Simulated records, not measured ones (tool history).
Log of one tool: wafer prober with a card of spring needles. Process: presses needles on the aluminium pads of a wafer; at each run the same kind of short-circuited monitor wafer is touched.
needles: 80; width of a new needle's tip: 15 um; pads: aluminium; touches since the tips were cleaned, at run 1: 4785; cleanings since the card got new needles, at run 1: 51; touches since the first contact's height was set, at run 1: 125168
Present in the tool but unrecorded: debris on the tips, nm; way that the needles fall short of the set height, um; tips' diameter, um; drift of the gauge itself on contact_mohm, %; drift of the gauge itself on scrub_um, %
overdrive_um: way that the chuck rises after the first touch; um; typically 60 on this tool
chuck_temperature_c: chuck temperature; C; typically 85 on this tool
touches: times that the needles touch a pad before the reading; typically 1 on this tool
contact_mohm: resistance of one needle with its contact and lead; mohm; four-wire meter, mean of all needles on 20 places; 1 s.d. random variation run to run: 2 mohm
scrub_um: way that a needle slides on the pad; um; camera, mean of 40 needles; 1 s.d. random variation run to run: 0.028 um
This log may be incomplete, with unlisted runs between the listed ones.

run    hour  overdrive_um  chuck_temperature_c  touches  touches since the tips were cleaned  cleanings since the card got new needles  touches since the first contact's height was set  contact_mohm  scrub_um
  1       0            60                   85        1                                 4785                                        51                                            125168           222      16.7
        9.4  -- tips cleaned on abrasive film
       42.2  -- tips cleaned on abrasive film
  2    44.7            60                   85        1                                  538                                        53                                            135033           216     16.76
         56  -- height of the first contact set anew
         75  -- tips cleaned on abrasive film
  3      75            55                   85        1                                    0                                        54                                              4204           221      15.4
      107.5  -- tips cleaned on abrasive film
  4   132.2            55                   85        1                                 5477                                        55                                             16857           221     15.33
      142.8  -- tips cleaned on abrasive film
      174.4  -- tips cleaned on abrasive film
  5   197.5            60                   85        2                                 5105                                        57                                             31292           218      16.7
      206.3  -- tips cleaned on abrasive film
  6   233.6            60                   85        2                                 6061                                        58                                             39296           220     16.65
      239.6  -- tips cleaned on abrasive film
  7   264.1            60                   85        1                                 5424                                        59                                             46032           220     16.69
      269.6  -- tips cleaned on abrasive film
  8   297.1            60                   85        1                                 6099                                        60                                             53342           220     16.71
      300.5  -- tips cleaned on abrasive film
      331.9  -- tips cleaned on abrasive film
  9   349.2            60                   85        1                                 3836                                        62                                             64839           221     16.66
      362.1  -- tips cleaned on abrasive film
 10   378.9            60                   85        1                                 3719                                        63                                             71410           223     16.63
      392.2  -- tips cleaned on abrasive film
      426.1  -- tips cleaned on abrasive film
 11   448.5            60                   85        1                                 4956                                        65                                             86801           217     16.58
      458.6  -- tips cleaned on abrasive film
      493.7  -- tips cleaned on abrasive film
 12   518.6            69                   85        1                                 5519                                        67                                            102313           220     19.11
      526.4  -- tips cleaned on abrasive film
      557.6  -- tips cleaned on abrasive film
 13   563.9            56                   85        1                                 1401                                        69                                            112325           219     15.45
      589.8  -- tips cleaned on abrasive film
 14   611.1            56                   85        1                                 4726                                        70                                            122781           222     15.44
        620  -- tips cleaned on abrasive film
      640.2  -- gauge calibrated
 15   644.6            60                   85        1                                 5447                                        71                                            130176           221     16.74
      653.6  -- tips cleaned on abrasive film
        675  -- height of the first contact set anew
      685.2  -- tips cleaned on abrasive film
 16   695.3            60                   85        1                                 2227                                        73                                              4471           223     16.74
      717.3  -- tips cleaned on abrasive film
 17     732            40                   85        2                                 3265                                        74                                             12601           226     11.14
      749.5  -- tips cleaned on abrasive film
      782.8  -- tips cleaned on abrasive film
 18   794.8            40                   85        2                                 2667                                        76                                             26494           229     11.14
      813.6  -- tips cleaned on abrasive film
 19   842.6            40                   85        2                                 6435                                        77                                             37064           225     11.13
      846.8  -- tips cleaned on abrasive film
      880.2  -- tips cleaned on abrasive film
 20   904.9            40                   85        2                                 5479                                        79                                             50841           226      11.1
      913.6  -- tips cleaned on abrasive film
      944.7  -- tips cleaned on abrasive film
 21   945.4            40                   85        2                                  141                                        81                                             59778           225     11.09
      976.7  -- tips cleaned on abrasive film
 22  1004.7            40                   85        2                                 6212                                        82                                             72913           226     11.11
       1008  -- tips cleaned on abrasive film
     1038.5  -- tips cleaned on abrasive film
 23  1038.5            62                  119        2                                    0                                        84                                             80380           226     17.16
     1070.4  -- tips cleaned on abrasive film
 24  1092.6            59                  118        1                                 4928                                        85                                             92350           231      16.3
     1102.5  -- tips cleaned on abrasive film
     1132.5  -- tips cleaned on abrasive film
 25  1156.6            59                  118        1                                 5361                                        87                                            106517           227     16.36
     1162.8  -- tips cleaned on abrasive film
     1195.5  -- tips cleaned on abrasive film
 26  1215.4            58                   94        2                                 4416                                        89                                            119509           220     16.04
     1225.7  -- tips cleaned on abrasive film
     1255.9  -- tips cleaned on abrasive film
 27  1261.2            58                   85        1                                 1178                                        91                                            129620           221     15.93
     1286.1  -- tips cleaned on abrasive film
     1297.6  -- height of the first contact set anew
 28  1298.1            64                  108        1                                 2597                                        92                                               122           223     17.62
     1320.3  -- tips cleaned on abrasive film
 29  1333.2            53                   85        1                                 2847                                        93                                              7875           220     14.59
     1351.8  -- tips cleaned on abrasive film
 30  1372.9            43                   68        3                                 4687                                        94                                             16677           220     11.84

How would selected steps in scrub_um from run to run divide? Give the signed amount a tool lacking its hidden state would still show from settings, what came in and random variation, and the signed amount left for the hidden state, including any gauge scatter that is not in both of the compared results.
Run 11 -> 12: overdrive_um 60 -> 69, tips cleaned on abrasive film, tips cleaned on abrasive film. scrub_um +2.53 um: hidden state -0.04, all else +2.57.
Run 12 -> 13: overdrive_um 69 -> 56, tips cleaned on abrasive film, tips cleaned on abrasive film. scrub_um -3.66 um: hidden state +0.02, all else -3.68.
Run 14 -> 15: overdrive_um 56 -> 60, tips cleaned on abrasive film, gauge calibrated. scrub_um +1.3 um: hidden state +0.21, all else +1.09.
Run 16 -> 17: overdrive_um 60 -> 40, touches 1 -> 2, tips cleaned on abrasive film. scrub_um -5.6 um: hidden state +0, all else -5.6.
Run 22 -> 23: overdrive_um 40 -> 62, chuck_temperature_c 85 -> 119, tips cleaned on abrasive film, tips cleaned on abrasive film. scrub_um +6.05 um: hidden state -0.06, all else +6.11.

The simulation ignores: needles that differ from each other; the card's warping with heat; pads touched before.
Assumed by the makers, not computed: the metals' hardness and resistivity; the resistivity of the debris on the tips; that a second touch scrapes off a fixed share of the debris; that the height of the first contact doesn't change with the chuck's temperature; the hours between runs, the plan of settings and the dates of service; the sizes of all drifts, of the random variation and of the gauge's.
